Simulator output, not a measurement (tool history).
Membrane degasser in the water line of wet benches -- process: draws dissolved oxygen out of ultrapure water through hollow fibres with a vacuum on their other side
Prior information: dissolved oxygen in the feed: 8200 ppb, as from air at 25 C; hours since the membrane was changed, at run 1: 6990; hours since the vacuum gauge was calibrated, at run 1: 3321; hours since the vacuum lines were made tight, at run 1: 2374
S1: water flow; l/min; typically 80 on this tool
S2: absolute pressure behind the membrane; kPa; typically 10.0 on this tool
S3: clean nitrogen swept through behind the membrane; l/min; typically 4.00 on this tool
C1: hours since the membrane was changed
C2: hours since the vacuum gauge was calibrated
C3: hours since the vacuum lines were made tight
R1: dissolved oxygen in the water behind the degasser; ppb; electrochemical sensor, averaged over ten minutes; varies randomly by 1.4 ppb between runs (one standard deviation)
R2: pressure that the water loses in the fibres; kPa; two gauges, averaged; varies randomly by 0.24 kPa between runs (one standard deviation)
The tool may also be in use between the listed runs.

run    hour   S1    S2     S3     C1    C2    C3     R1     R2
  1     0.0   80  10.0   4.00   6990  3321  2374  301.6  64.66
  2    76.9   80  10.0   5.92   7067  3398  2451  214.8  64.79
      189.8  -- vacuum gauge calibrated
  3   233.5   80  10.0   5.92   7223    44  2607  214.2  64.46
  4   404.8   80  10.0   5.92   7394   215  2779  215.0  64.30
  5   480.6   80  10.0   5.92   7470   291  2855  215.4  64.46
  6   645.5   80  10.0   5.92   7635   456  3019  214.8  64.56
  7   759.5   80  10.0   5.92   7749   570  3133  215.0  64.15
  8   849.4   80  10.0   5.92   7838   660  3223  216.3  64.46
  9  1019.5   80  10.0   6.47   8009   830  3393  198.7  64.18
 10  1149.9   80  10.0   7.71   8139   960  3524  171.3  64.32
 11  1260.5   80  10.0   2.65   8250  1071  3634  418.6  64.31
 12  1424.6   80  10.0   4.00   8414  1235  3799  301.8  63.77
 13  1522.6   80  10.0   4.00   8512  1333  3897  301.8  63.70
 14  1619.9   80  10.0   4.00   8609  1430  3994  301.2  63.49
 15  1698.6   80  10.0   4.00   8688  1509  4073  301.0  63.74
 16  1861.5   80  10.0   4.00   8851  1672  4235  301.3  62.94
 17  2009.2   96   7.2  11.07   8998  1819  4383  101.3  76.58
 18  2090.8   96   7.2  11.07   9080  1901  4465   99.8  76.21
 19  2233.4   70   8.7   2.59   9222  2044  4607  311.8  55.16
 20  2418.6   50   8.7   1.81   9408  2229  4793  314.7  39.36
     2435.8  -- gauge calibrated
 21  2573.6   56  14.7   4.22   9563  2384  4948  340.7  45.46
 22  2708.7   56  14.7   4.22   9698  2519  5083  343.0  44.76
 23  2833.2  103  16.1  10.94   9822  2643  5207  301.4  83.48
 24  3003.7   99   6.7   9.95   9993  2814  5378  103.2  79.54
 25  3127.1   99   6.3   9.95  10116  2937  5501   95.0  79.49
 26  3277.9   99   6.3   2.94  10267  3088  5652  231.4  79.13
 27  3440.1   99   6.3   2.94  10429  3250  5814  233.3  79.03
 28  3612.5   99   6.3   2.94  10602  3423  5986  233.1  79.63
     3690.3  -- vacuum gauge calibrated
 29  3759.5   99   6.3   2.94  10748    69  6133  234.3  79.23
 30  3928.4   99   6.3   2.94  10917   238  6302  233.4  79.14
 31  4082.7   48  10.0   7.27  11071   392  6456  107.9  38.29

What if the next run were any one of these 4? Each begins from the tool's condition after run 31:
  A  4168.5   56  11.4  2.15  11157  478  6542   ?   ?
  B  4168.5  109   8.6  3.36  11157  478  6542   ?   ?
  C  4168.5   80  11.1  4.29  11157  478  6542   ?   ?
  D  4168.5   80  10.0  1.63  11157  478  6542   ?   ?

run     R1     R2
  A  440.5  44.38
  B  383.4  87.25
  C  326.2  63.34
  D  607.6  63.65
The same runs, with their run-to-run variation unchanged, on a tool lacking any hidden condition would have given:
run     R1     R2
  A  440.5  45.00
  B  383.2  88.47
  C  326.1  64.23
  D  607.5  64.54
